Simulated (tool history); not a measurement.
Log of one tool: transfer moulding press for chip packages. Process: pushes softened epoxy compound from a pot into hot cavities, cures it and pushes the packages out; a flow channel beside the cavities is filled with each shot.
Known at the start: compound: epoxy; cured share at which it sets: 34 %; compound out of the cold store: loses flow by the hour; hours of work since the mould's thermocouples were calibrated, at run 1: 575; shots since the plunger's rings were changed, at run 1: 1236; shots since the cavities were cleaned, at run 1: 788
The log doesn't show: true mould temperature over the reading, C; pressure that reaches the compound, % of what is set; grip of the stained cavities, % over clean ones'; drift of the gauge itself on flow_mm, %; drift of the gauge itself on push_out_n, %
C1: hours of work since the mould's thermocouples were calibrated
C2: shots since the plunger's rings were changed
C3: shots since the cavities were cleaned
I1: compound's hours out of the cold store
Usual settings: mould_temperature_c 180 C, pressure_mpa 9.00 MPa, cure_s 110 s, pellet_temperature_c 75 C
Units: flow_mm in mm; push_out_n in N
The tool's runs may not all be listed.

{"run": 1, "day": 0.0, "mould_temperature_c": 180, "pressure_mpa": 9.0, "cure_s": 110, "pellet_temperature_c": 75, "C1": 575, "C2": 1236, "C3": 788, "I1": 36.0, "flow_mm": 727, "push_out_n": 527}
{"day": 0.504, "done": "cavities cleaned with cleaning compound and waxed"}
{"day": 1.396, "done": "mould's thermocouples calibrated"}
{"run": 2, "day": 2.646, "mould_temperature_c": 180, "pressure_mpa": 9.0, "cure_s": 110, "pellet_temperature_c": 75, "C1": 20, "C2": 1867, "C3": 519, "I1": 46.2, "flow_mm": 689, "push_out_n": 489}
{"day": 4.283, "done": "cavities cleaned with cleaning compound and waxed"}
{"run": 3, "day": 5.442, "mould_temperature_c": 180, "pressure_mpa": 9.0, "cure_s": 110, "pellet_temperature_c": 75, "C1": 62, "C2": 2557, "C3": 292, "I1": 16.4, "flow_mm": 833, "push_out_n": 472}
{"day": 8.083, "done": "cavities cleaned with cleaning compound and waxed"}
{"run": 4, "day": 8.596, "mould_temperature_c": 180, "pressure_mpa": 9.0, "cure_s": 110, "pellet_temperature_c": 75, "C1": 111, "C2": 3337, "C3": 129, "I1": 37.6, "flow_mm": 720, "push_out_n": 430}
{"run": 5, "day": 10.271, "mould_temperature_c": 180, "pressure_mpa": 9.0, "cure_s": 110, "pellet_temperature_c": 66, "C1": 137, "C2": 3760, "C3": 552, "I1": 20.9, "flow_mm": 788, "push_out_n": 517}
{"day": 11.929, "done": "plunger's sealing rings changed"}
{"day": 11.992, "done": "cavities cleaned with cleaning compound and waxed"}
{"run": 6, "day": 14.029, "mould_temperature_c": 180, "pressure_mpa": 9.0, "cure_s": 110, "pellet_temperature_c": 66, "C1": 193, "C2": 514, "C3": 514, "I1": 42.8, "flow_mm": 704, "push_out_n": 493}
{"day": 15.917, "done": "cavities cleaned with cleaning compound and waxed"}
{"run": 7, "day": 17.854, "mould_temperature_c": 180, "pressure_mpa": 9.0, "cure_s": 109, "pellet_temperature_c": 66, "C1": 252, "C2": 1464, "C3": 489, "I1": 32.2, "flow_mm": 749, "push_out_n": 477}
{"day": 19.55, "done": "cavities cleaned with cleaning compound and waxed"}
{"run": 8, "day": 20.938, "mould_temperature_c": 184, "pressure_mpa": 9.0, "cure_s": 110, "pellet_temperature_c": 75, "C1": 299, "C2": 2225, "C3": 349, "I1": 8.4, "flow_mm": 878, "push_out_n": 431}
{"day": 23.483, "done": "cavities cleaned with cleaning compound and waxed"}
{"run": 9, "day": 24.142, "mould_temperature_c": 180, "pressure_mpa": 8.28, "cure_s": 110, "pellet_temperature_c": 75, "C1": 348, "C2": 3019, "C3": 167, "I1": 18.0, "flow_mm": 794, "push_out_n": 423}
{"day": 24.979, "done": "mould's thermocouples calibrated, once more"}
{"run": 10, "day": 26.646, "mould_temperature_c": 180, "pressure_mpa": 8.28, "cure_s": 110, "pellet_temperature_c": 75, "C1": 26, "C2": 3630, "C3": 778, "I1": 40.9, "flow_mm": 663, "push_out_n": 533}
{"day": 27.346, "done": "cavities cleaned with cleaning compound and waxed"}
{"day": 28.954, "done": "plunger's sealing rings changed"}
{"run": 11, "day": 28.954, "mould_temperature_c": 180, "pressure_mpa": 8.28, "cure_s": 110, "pellet_temperature_c": 75, "C1": 59, "C2": 0, "C3": 380, "I1": 32.4, "flow_mm": 725, "push_out_n": 491}
{"day": 31.062, "done": "cavities cleaned with cleaning compound and waxed"}
{"run": 12, "day": 31.838, "mould_temperature_c": 180, "pressure_mpa": 9.0, "cure_s": 110, "pellet_temperature_c": 75, "C1": 104, "C2": 711, "C3": 195, "I1": 42.7, "flow_mm": 709, "push_out_n": 448}
{"day": 34.9, "done": "cavities cleaned with cleaning compound and waxed"}
{"run": 13, "day": 35.467, "mould_temperature_c": 180, "pressure_mpa": 9.0, "cure_s": 110, "pellet_temperature_c": 75, "C1": 159, "C2": 1612, "C3": 143, "I1": 25.6, "flow_mm": 779, "push_out_n": 439}
{"run": 14, "day": 38.2, "mould_temperature_c": 180, "pressure_mpa": 9.0, "cure_s": 110, "pellet_temperature_c": 75, "C1": 202, "C2": 2301, "C3": 832, "I1": 24.0, "flow_mm": 786, "push_out_n": 543}
{"day": 38.592, "done": "cavities cleaned with cleaning compound and waxed"}
{"run": 15, "day": 40.438, "mould_temperature_c": 180, "pressure_mpa": 9.0, "cure_s": 110, "pellet_temperature_c": 75, "C1": 236, "C2": 2850, "C3": 466, "I1": 26.2, "flow_mm": 765, "push_out_n": 515}
{"day": 42.292, "done": "cavities cleaned with cleaning compound and waxed"}
{"run": 16, "day": 43.15, "mould_temperature_c": 173, "pressure_mpa": 10.34, "cure_s": 129, "pellet_temperature_c": 67, "C1": 277, "C2": 3518, "C3": 216, "I1": 47.8, "flow_mm": 720, "push_out_n": 468}
{"day": 45.742, "done": "plunger's sealing rings changed"}
{"run": 17, "day": 45.775, "mould_temperature_c": 173, "pressure_mpa": 10.34, "cure_s": 129, "pellet_temperature_c": 67, "C1": 317, "C2": 8, "C3": 852, "I1": 28.9, "flow_mm": 856, "push_out_n": 592}
{"day": 46.096, "done": "cavities cleaned with cleaning compound and waxed"}
{"run": 18, "day": 47.771, "mould_temperature_c": 183, "pressure_mpa": 9.64, "cure_s": 133, "pellet_temperature_c": 75, "C1": 347, "C2": 496, "C3": 423, "I1": 17.2, "flow_mm": 878, "push_out_n": 415}
{"run": 19, "day": 49.608, "mould_temperature_c": 188, "pressure_mpa": 9.64, "cure_s": 133, "pellet_temperature_c": 75, "C1": 376, "C2": 960, "C3": 887, "I1": 12.2, "flow_mm": 889, "push_out_n": 456}
{"day": 49.954, "done": "cavities cleaned with cleaning compound and waxed"}
{"run": 20, "day": 52.096, "mould_temperature_c": 180, "pressure_mpa": 7.73, "cure_s": 91, "pellet_temperature_c": 75, "C1": 414, "C2": 1572, "C3": 540, "I1": 40.3, "flow_mm": 656, "push_out_n": 706}
{"day": 53.75, "done": "cavities cleaned with cleaning compound and waxed"}
{"run": 21, "day": 53.908, "mould_temperature_c": 180, "pressure_mpa": 7.55, "cure_s": 115, "pellet_temperature_c": 75, "C1": 441, "C2": 2013, "C3": 40, "I1": 14.4, "flow_mm": 775, "push_out_n": 391}
{"run": 22, "day": 55.783, "mould_temperature_c": 180, "pressure_mpa": 7.55, "cure_s": 115, "pellet_temperature_c": 75, "C1": 470, "C2": 2486, "C3": 513, "I1": 18.9, "flow_mm": 750, "push_out_n": 501}
{"day": 57.412, "done": "cavities cleaned with cleaning compound and waxed"}
{"run": 23, "day": 58.358, "mould_temperature_c": 180, "pressure_mpa": 7.95, "cure_s": 118, "pellet_temperature_c": 80, "C1": 509, "C2": 3121, "C3": 239, "I1": 19.1, "flow_mm": 757, "push_out_n": 408}
{"day": 61.075, "done": "cavities cleaned with cleaning compound and waxed"}
{"run": 24, "day": 61.525, "mould_temperature_c": 180, "pressure_mpa": 8.59, "cure_s": 110, "pellet_temperature_c": 75, "C1": 558, "C2": 3904, "C3": 114, "I1": 19.4, "flow_mm": 776, "push_out_n": 442}
{"day": 62.592, "done": "plunger's sealing rings changed"}
{"day": 64.108, "done": "mould's thermocouples calibrated"}
{"run": 25, "day": 64.583, "mould_temperature_c": 175, "pressure_mpa": 7.18, "cure_s": 110, "pellet_temperature_c": 75, "C1": 7, "C2": 482, "C3": 839, "I1": 24.3, "flow_mm": 734, "push_out_n": 761}
{"day": 65.142, "done": "cavities cleaned with cleaning compound and waxed"}
{"run": 26, "day": 66.617, "mould_temperature_c": 175, "pressure_mpa": 7.18, "cure_s": 110, "pellet_temperature_c": 75, "C1": 38, "C2": 978, "C3": 372, "I1": 23.1, "flow_mm": 727, "push_out_n": 664}
{"day": 68.908, "done": "cavities cleaned with cleaning compound and waxed"}
{"run": 27, "day": 68.908, "mould_temperature_c": 180, "pressure_mpa": 7.46, "cure_s": 110, "pellet_temperature_c": 75, "C1": 73, "C2": 1541, "C3": 0, "I1": 34.0, "flow_mm": 675, "push_out_n": 363}

Some steps in flow_mm between neighbouring runs. How much of each would the tool show without its hidden state too (settings, what came in, random variation), and how much is left for the hidden state, with any gauge scatter that isn't in both results?
Run 2 -> 3: cavities cleaned with cleaning compound and waxed. flow_mm +144 mm: hidden state -11, all else +155.
Run 16 -> 17: plunger's sealing rings changed. flow_mm +136 mm: hidden state +36, all else +100.
Run 19 -> 20: mould_temperature_c 188 -> 180, pressure_mpa 9.64 -> 7.73, cure_s 133 -> 91, cavities cleaned with cleaning compound and waxed. flow_mm -233 mm: hidden state -3, all else -230.
Run 24 -> 25: mould_temperature_c 180 -> 175, pressure_mpa 8.59 -> 7.18, plunger's sealing rings changed, mould's thermocouples calibrated. flow_mm -42 mm: hidden state +38, all else -80.
